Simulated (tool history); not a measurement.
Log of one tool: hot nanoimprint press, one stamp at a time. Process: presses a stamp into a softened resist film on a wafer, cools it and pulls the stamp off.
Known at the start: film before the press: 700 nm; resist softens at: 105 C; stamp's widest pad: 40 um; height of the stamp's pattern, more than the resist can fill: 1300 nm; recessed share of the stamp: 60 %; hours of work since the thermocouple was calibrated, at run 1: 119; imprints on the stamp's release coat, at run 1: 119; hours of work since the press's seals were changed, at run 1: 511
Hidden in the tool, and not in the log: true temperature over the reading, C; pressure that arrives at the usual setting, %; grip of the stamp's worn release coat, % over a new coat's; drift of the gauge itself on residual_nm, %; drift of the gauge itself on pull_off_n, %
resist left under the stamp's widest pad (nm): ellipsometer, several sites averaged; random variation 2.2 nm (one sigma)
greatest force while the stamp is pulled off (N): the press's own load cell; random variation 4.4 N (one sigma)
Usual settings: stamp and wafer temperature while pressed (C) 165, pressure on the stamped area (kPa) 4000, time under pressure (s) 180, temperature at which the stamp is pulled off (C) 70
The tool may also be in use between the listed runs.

run,hour,stamp and wafer temperature while pressed (C),pressure on the stamped area (kPa),time under pressure (s),temperature at which the stamp is pulled off (C),hours of work since the thermocouple was calibrated,imprints on the stamp's release coat,hours of work since the press's seals were changed,resist left under the stamp's widest pad (nm),greatest force while the stamp is pulled off (N)
1,0,165,4000,180,70,119,119,511,366.8,221
2,24.2,165,4000,180,70,137,232,528,372.8,225
3,53.5,165,4000,180,70,159,369,550,371.5,240
4,81.2,165,4000,180,70,179,499,570,372.8,248
5,98.1,165,4000,180,70,191,578,582,378.1,256
6,120.7,165,4000,180,70,208,684,599,377.6,269
7,156.4,165,4000,180,70,234,851,625,382.3,277
8,173.5,165,4000,180,70,246,931,638,379.7,281
# hour 192.6: stamp cleaned and given a new release coat
9,197.4,165,4000,180,70,260,23,651,385.1,221
10,217.1,165,4000,284,70,274,115,665,328.1,221
11,240.7,165,4000,284,70,291,225,682,333.5,222
12,274.1,166,4000,180,70,316,382,707,371,247
13,294.7,166,4000,180,70,331,478,722,368.2,239
# hour 300: plate thermocouple calibrated
14,327.6,165,4000,180,70,20,618,744,403.6,253
15,351.6,165,2940,180,70,38,731,761,463.9,260
16,379.9,165,2880,269,71,59,863,782,416.9,267
# hour 391.3: plate thermocouple calibrated, once more
# hour 416.2: stamp cleaned and given a new release coat
17,423.4,154,2470,133,56,19,34,807,651.9,233
18,451.5,171,4630,180,70,40,166,828,238.5,218
19,473.1,171,4630,180,70,56,267,844,237.2,241
20,499.2,161,2780,180,70,75,389,863,510.9,230
21,530.4,161,2780,180,70,98,536,886,509.6,246
22,559.9,161,2780,180,70,119,674,907,511.5,256
23,594.4,161,4430,279,70,144,835,933,382,264
# hour 632.4: stamp cleaned and given a new release coat
24,632.4,161,4430,279,70,168,0,956,384.9,223
25,652.1,161,4430,122,73,182,93,971,481,213
26,676.9,165,4000,171,62,200,209,989,384.1,244
27,695.4,165,3660,231,66,214,296,1002,360.9,244
28,724.2,165,3660,231,61,235,430,1023,368.7,261
29,748.1,165,3660,231,61,253,542,1041,365.7,259
30,767.6,155,4000,180,60,267,634,1055,588.1,276

The same runs without the tool's hidden state, with the same run-to-run variation:
run,resist left under the stamp's widest pad (nm),greatest force while the stamp is pulled off (N)
1,352.9,214
2,357,211
3,353.7,217
4,353,217
5,357,220
6,355.1,224
7,356.9,221
8,353.4,221
9,357.2,218
10,301.3,212
11,304.8,207
12,338.4,222
13,334.6,209
14,352.4,213
15,410.6,212
16,362.8,211
17,651.5,231
18,234.4,209
19,232,224
20,504,208
21,500.6,213
22,500.3,215
23,365.5,214
24,365.8,222
25,460.6,207
26,363.2,229
27,339.9,225
28,345.3,233
29,340.8,224
30,564.3,233

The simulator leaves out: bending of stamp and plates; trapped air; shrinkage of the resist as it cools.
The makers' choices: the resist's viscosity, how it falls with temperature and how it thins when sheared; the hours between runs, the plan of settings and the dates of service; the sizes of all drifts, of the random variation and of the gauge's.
